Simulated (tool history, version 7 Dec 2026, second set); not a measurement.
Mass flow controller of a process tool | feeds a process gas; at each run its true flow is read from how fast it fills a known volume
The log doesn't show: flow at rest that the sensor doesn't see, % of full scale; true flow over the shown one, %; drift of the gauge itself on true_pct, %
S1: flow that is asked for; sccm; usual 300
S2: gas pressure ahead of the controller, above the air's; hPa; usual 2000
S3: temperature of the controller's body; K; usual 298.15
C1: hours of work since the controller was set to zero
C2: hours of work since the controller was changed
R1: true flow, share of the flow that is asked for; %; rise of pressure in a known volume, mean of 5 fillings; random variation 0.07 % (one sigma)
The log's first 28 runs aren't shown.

| run | hour | S1 | S2 | S3 | C1 | C2 | R1 |
|---|---|---|---|---|---|---|---|
| 29 | 5839.7 | 378 | 2000 | 296.15 | 870 | 9625 | 96.99 |
| 30 | 6027.5 | 300 | 1470 | 298.15 | 992 | 9747 | 96.43 |
| 31 | 6317.5 | 161 | 1470 | 308.15 | 1180 | 9935 | 95.29 |
| 32 | 6447.4 | 263 | 2460 | 298.15 | 1264 | 10019 | 95.96 |
| 33 | 6673.3 | 300 | 2000 | 300.15 | 1411 | 10166 | 96.20 |
| 34 | 6796.6 | 107 | 2000 | 306.15 | 1491 | 10245 | 95.53 |
|  | 6848.7 | controller exchanged for a calibrated one |
| 35 | 7082.4 | 107 | 2000 | 298.15 | 152 | 152 | 97.95 |
| 36 | 7246.2 | 264 | 2000 | 298.15 | 258 | 258 | 98.77 |
| 37 | 7522.3 | 61 | 1470 | 298.15 | 437 | 437 | 98.46 |
| 38 | 7683.5 | 230 | 1480 | 308.15 | 542 | 542 | 97.94 |

Forecast each of these 4 alternatives for the next run:
| A | 7873.2 | 257 | 2670 | 295.15 | 665 | 665 | ? |
| B | 7873.2 | 157 | 1480 | 307.15 | 665 | 665 | ? |
| C | 7873.2 | 230 | 1660 | 304.15 | 665 | 665 | ? |
| D | 7873.2 | 134 | 2080 | 299.15 | 665 | 665 | ? |

| run | R1 |
|---|---|
| A | 98.75 |
| B | 97.71 |
| C | 98.28 |
| D | 98.26 |
Without the tool's hidden state the same runs would have given:
| run | R1 |
|---|---|
| A | 98.53 |
| B | 97.28 |
| C | 98.03 |
| D | 97.74 |
